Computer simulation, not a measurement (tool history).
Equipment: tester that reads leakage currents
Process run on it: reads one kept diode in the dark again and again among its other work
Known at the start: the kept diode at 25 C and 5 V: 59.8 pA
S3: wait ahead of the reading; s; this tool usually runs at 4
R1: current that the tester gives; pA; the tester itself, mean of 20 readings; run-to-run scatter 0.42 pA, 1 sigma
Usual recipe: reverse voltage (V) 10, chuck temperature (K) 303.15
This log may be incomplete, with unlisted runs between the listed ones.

run 1 hour=0 | reverse_voltage_(V)=10 chuck_temperature_(K)=303.15 S3=4 | R1=136.78
run 2 hour=102.9 | reverse_voltage_(V)=10 chuck_temperature_(K)=306.15 S3=4 | R1=178.45
run 3 hour=246.2 | reverse_voltage_(V)=10 chuck_temperature_(K)=306.15 S3=4 | R1=178.19
run 4 hour=371.1 | reverse_voltage_(V)=10 chuck_temperature_(K)=306.15 S3=4 | R1=177.86
run 5 hour=586.8 | reverse_voltage_(V)=10 chuck_temperature_(K)=306.15 S3=4 | R1=177.5
run 6 hour=682.4 | reverse_voltage_(V)=10 chuck_temperature_(K)=306.15 S3=4 | R1=176.84
run 7 hour=828.3 | reverse_voltage_(V)=10 chuck_temperature_(K)=306.15 S3=4 | R1=177.12
run 8 hour=969.5 | reverse_voltage_(V)=5 chuck_temperature_(K)=303.15 S3=4 | R1=92.25
run 9 hour=1111.9 | reverse_voltage_(V)=5 chuck_temperature_(K)=303.15 S3=4 | R1=92.25
-- hour=1148.2 tester calibrated
run 10 hour=1258.9 | reverse_voltage_(V)=5 chuck_temperature_(K)=303.15 S3=4 | R1=93.56
run 11 hour=1385 | reverse_voltage_(V)=5 chuck_temperature_(K)=303.15 S3=4 | R1=94
run 12 hour=1549.2 | reverse_voltage_(V)=5 chuck_temperature_(K)=303.15 S3=4 | R1=93.79
run 13 hour=1783.1 | reverse_voltage_(V)=5 chuck_temperature_(K)=303.15 S3=4 | R1=93.57
run 14 hour=1916 | reverse_voltage_(V)=5 chuck_temperature_(K)=303.15 S3=4 | R1=93.33
run 15 hour=2026 | reverse_voltage_(V)=5 chuck_temperature_(K)=306.15 S3=4 | R1=120.11
run 16 hour=2136.9 | reverse_voltage_(V)=5 chuck_temperature_(K)=306.15 S3=4 | R1=120.64
run 17 hour=2357.4 | reverse_voltage_(V)=5 chuck_temperature_(K)=306.15 S3=4 | R1=119.81
run 18 hour=2480.4 | reverse_voltage_(V)=10 chuck_temperature_(K)=303.15 S3=4 | R1=137.39
run 19 hour=2612.8 | reverse_voltage_(V)=10 chuck_temperature_(K)=321.15 S3=4 | R1=613.78
run 20 hour=2815.4 | reverse_voltage_(V)=10 chuck_temperature_(K)=321.15 S3=4 | R1=614.9
-- hour=2838.3 probe card cleaned and baked
run 21 hour=2939.1 | reverse_voltage_(V)=1.4 chuck_temperature_(K)=314.15 S3=1.03 | R1=116.72
-- hour=3083.9 chuck's temperature calibrated
run 22 hour=3131.2 | reverse_voltage_(V)=3.1 chuck_temperature_(K)=321.15 S3=2.07 | R1=342.05
run 23 hour=3301.8 | reverse_voltage_(V)=3.1 chuck_temperature_(K)=321.15 S3=2.07 | R1=341.15
-- hour=3416.4 probe card cleaned and baked, once more
run 24 hour=3418.3 | reverse_voltage_(V)=3.1 chuck_temperature_(K)=303.15 S3=2.07 | R1=72.71
run 25 hour=3646.6 | reverse_voltage_(V)=13.9 chuck_temperature_(K)=304.15 S3=4 | R1=181.08
run 26 hour=3795.6 | reverse_voltage_(V)=18.2 chuck_temperature_(K)=310.15 S3=4 | R1=356.41
run 27 hour=3956 | reverse_voltage_(V)=2.5 chuck_temperature_(K)=321.15 S3=2.35 | R1=297.06
run 28 hour=4121.8 | reverse_voltage_(V)=2.5 chuck_temperature_(K)=321.15 S3=2.35 | R1=295.77
run 29 hour=4336.3 | reverse_voltage_(V)=2.5 chuck_temperature_(K)=321.15 S3=2.35 | R1=292.77
run 30 hour=4526.9 | reverse_voltage_(V)=12.6 chuck_temperature_(K)=321.15 S3=1.57 | R1=715.72
run 31 hour=4635.4 | reverse_voltage_(V)=10 chuck_temperature_(K)=303.15 S3=0.84 | R1=140.84
run 32 hour=4804 | reverse_voltage_(V)=10 chuck_temperature_(K)=319.15 S3=0.84 | R1=532.71
run 33 hour=5029.5 | reverse_voltage_(V)=3.8 chuck_temperature_(K)=325.15 S3=0.34 | R1=509.28
run 34 hour=5247 | reverse_voltage_(V)=12.5 chuck_temperature_(K)=303.15 S3=4 | R1=156.19
run 35 hour=5447.5 | reverse_voltage_(V)=5.6 chuck_temperature_(K)=313.15 S3=4.54 | R1=233.66
run 36 hour=5677 | reverse_voltage_(V)=5.6 chuck_temperature_(K)=300.15 S3=1.37 | R1=76.82
run 37 hour=5792 | reverse_voltage_(V)=17.1 chuck_temperature_(K)=300.15 S3=1.37 | R1=146.76
run 38 hour=6026.3 | reverse_voltage_(V)=8.9 chuck_temperature_(K)=330.15 S3=5.54 | R1=1162.92
run 39 hour=6227.8 | reverse_voltage_(V)=8.9 chuck_temperature_(K)=330.15 S3=5.54 | R1=1162.76
-- hour=6250.7 chuck's temperature calibrated
run 40 hour=6425.4 | reverse_voltage_(V)=10.9 chuck_temperature_(K)=316.15 S3=8.88 | R1=453.13

What if the next run were any one of these 3? Each begins from the tool's condition after run 40:
run A hour=6548 | reverse_voltage_(V)=10 chuck_temperature_(K)=294.15 S3=1.48 | R1=?
run B hour=6548 | reverse_voltage_(V)=10 chuck_temperature_(K)=326.15 S3=4 | R1=?
run C hour=6548 | reverse_voltage_(V)=10 chuck_temperature_(K)=303.15 S3=0.36 | R1=?

run=A R1=68.81
run=B R1=958.68
run=C R1=153.01
What these runs would have given with no unlogged condition in the tool:
run=A R1=61.9
run=B R1=962.61
run=C R1=147.13
